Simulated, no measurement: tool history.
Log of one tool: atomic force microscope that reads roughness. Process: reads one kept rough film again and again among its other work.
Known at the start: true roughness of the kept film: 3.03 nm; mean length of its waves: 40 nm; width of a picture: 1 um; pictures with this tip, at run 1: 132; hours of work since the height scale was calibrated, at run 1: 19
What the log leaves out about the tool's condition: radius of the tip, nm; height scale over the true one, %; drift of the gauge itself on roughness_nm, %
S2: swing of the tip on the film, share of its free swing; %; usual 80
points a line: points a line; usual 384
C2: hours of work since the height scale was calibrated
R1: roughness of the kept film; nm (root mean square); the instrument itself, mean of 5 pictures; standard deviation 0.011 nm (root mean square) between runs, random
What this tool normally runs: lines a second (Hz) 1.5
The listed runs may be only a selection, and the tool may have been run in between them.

{"run": 1, "hour": 0.0, "lines a second (Hz)": 1.5, "S2": 80, "points a line": 384, "pictures with this tip": 132, "C2": 19, "R1": 2.583}
{"run": 2, "hour": 12.5, "lines a second (Hz)": 1.5, "S2": 80, "points a line": 384, "pictures with this tip": 150, "C2": 25, "R1": 2.566}
{"run": 3, "hour": 20.1, "lines a second (Hz)": 1.5, "S2": 80, "points a line": 384, "pictures with this tip": 160, "C2": 28, "R1": 2.588}
{"run": 4, "hour": 29.0, "lines a second (Hz)": 1.5, "S2": 80, "points a line": 384, "pictures with this tip": 173, "C2": 33, "R1": 2.591}
{"run": 5, "hour": 42.0, "lines a second (Hz)": 0.67, "S2": 80, "points a line": 384, "pictures with this tip": 191, "C2": 39, "R1": 2.724}
{"hour": 51.7, "done": "new tip fitted"}
{"run": 6, "hour": 53.8, "lines a second (Hz)": 0.67, "S2": 80, "points a line": 384, "pictures with this tip": 3, "C2": 44, "R1": 2.729}
{"run": 7, "hour": 61.0, "lines a second (Hz)": 1.5, "S2": 80, "points a line": 384, "pictures with this tip": 14, "C2": 48, "R1": 2.58}
{"run": 8, "hour": 67.8, "lines a second (Hz)": 1.5, "S2": 72, "points a line": 384, "pictures with this tip": 23, "C2": 51, "R1": 2.641}
{"run": 9, "hour": 80.8, "lines a second (Hz)": 1.5, "S2": 72, "points a line": 384, "pictures with this tip": 42, "C2": 57, "R1": 2.697}
{"run": 10, "hour": 94.0, "lines a second (Hz)": 3.44, "S2": 72, "points a line": 384, "pictures with this tip": 60, "C2": 64, "R1": 2.46}
{"run": 11, "hour": 100.8, "lines a second (Hz)": 1.5, "S2": 80, "points a line": 384, "pictures with this tip": 70, "C2": 67, "R1": 2.591}
{"run": 12, "hour": 108.9, "lines a second (Hz)": 1.79, "S2": 88, "points a line": 474, "pictures with this tip": 81, "C2": 71, "R1": 2.43}
{"run": 13, "hour": 114.8, "lines a second (Hz)": 0.83, "S2": 68, "points a line": 994, "pictures with this tip": 90, "C2": 74, "R1": 2.802}
{"run": 14, "hour": 121.9, "lines a second (Hz)": 2.46, "S2": 73, "points a line": 258, "pictures with this tip": 100, "C2": 77, "R1": 2.549}
{"run": 15, "hour": 133.0, "lines a second (Hz)": 2.93, "S2": 66, "points a line": 384, "pictures with this tip": 115, "C2": 83, "R1": 2.628}
{"run": 16, "hour": 142.8, "lines a second (Hz)": 2.93, "S2": 66, "points a line": 384, "pictures with this tip": 129, "C2": 87, "R1": 2.593}
{"run": 17, "hour": 151.6, "lines a second (Hz)": 0.73, "S2": 64, "points a line": 877, "pictures with this tip": 142, "C2": 92, "R1": 2.817}
{"run": 18, "hour": 162.3, "lines a second (Hz)": 1.34, "S2": 59, "points a line": 431, "pictures with this tip": 157, "C2": 97, "R1": 2.804}
{"run": 19, "hour": 171.4, "lines a second (Hz)": 1.14, "S2": 78, "points a line": 307, "pictures with this tip": 170, "C2": 101, "R1": 2.658}
{"run": 20, "hour": 179.0, "lines a second (Hz)": 2.67, "S2": 80, "points a line": 333, "pictures with this tip": 180, "C2": 105, "R1": 2.388}
{"run": 21, "hour": 188.0, "lines a second (Hz)": 1.83, "S2": 66, "points a line": 502, "pictures with this tip": 193, "C2": 109, "R1": 2.71}
{"hour": 196.3, "done": "new tip fitted"}
{"run": 22, "hour": 199.1, "lines a second (Hz)": 1.77, "S2": 70, "points a line": 602, "pictures with this tip": 4, "C2": 114, "R1": 2.671}

Entry by entry between the runs, the difference in hidden state between the last listed run before and the first listed run after:
After run 5, before run 6: new tip fitted (hour 51.7)
  radius of the tip, nm: 7.2 -> 7
After run 21, before run 22: new tip fitted (hour 196.3)
  radius of the tip, nm: 7.2 -> 7
